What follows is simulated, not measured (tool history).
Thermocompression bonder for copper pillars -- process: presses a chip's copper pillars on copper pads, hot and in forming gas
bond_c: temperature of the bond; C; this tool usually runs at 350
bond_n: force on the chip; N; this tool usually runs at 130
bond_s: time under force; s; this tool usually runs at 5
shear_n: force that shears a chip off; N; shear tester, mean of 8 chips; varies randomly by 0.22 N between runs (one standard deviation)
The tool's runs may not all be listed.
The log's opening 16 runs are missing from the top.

run	day	bond_c	bond_n	bond_s	hours of work since the heater was calibrated	hours of work since the force cell was calibrated	hours of work since the gas filter was changed	shear_n
17	5.954	370	122	5	1058	466	350	78.4
18	6.371	360	87	6	1066	474	357	61.2
19	6.588	360	87	6	1070	478	361	61.2
20	7.046	360	87	6	1078	486	369	61.1
21	7.588	360	87	6	1088	496	379	61.1
22	7.862	350	175	5	1093	501	384	89
23	8.096	355	106	5	1097	505	388	64.7
24	8.408	352	106	4	1103	511	394	58.7
25	8.904	345	115	4	1112	520	403	60.3
26	9.171	372	107	9	1117	525	408	85.2
27	9.667	372	107	9	1126	534	417	84.7
28	10.071	372	107	9	1133	541	424	85.2
29	10.317	350	145	4	1138	546	429	73.7
30	10.608	364	118	5	1143	551	434	73.6

Here are 4 independent what-if runs from the current tool condition. What would each one return?
A	10.862	330	83	5	1148	556	439	?
B	10.862	336	128	14	1148	556	439	?
C	10.862	341	130	4	1148	556	439	?
D	10.862	370	158	5	1148	556	439	?

run	shear_n
A	44.8
B	90.6
C	64.3
D	91
Without the tool's hidden state the same runs would have given:
run	shear_n
A	44
B	91.7
C	64
D	92.6

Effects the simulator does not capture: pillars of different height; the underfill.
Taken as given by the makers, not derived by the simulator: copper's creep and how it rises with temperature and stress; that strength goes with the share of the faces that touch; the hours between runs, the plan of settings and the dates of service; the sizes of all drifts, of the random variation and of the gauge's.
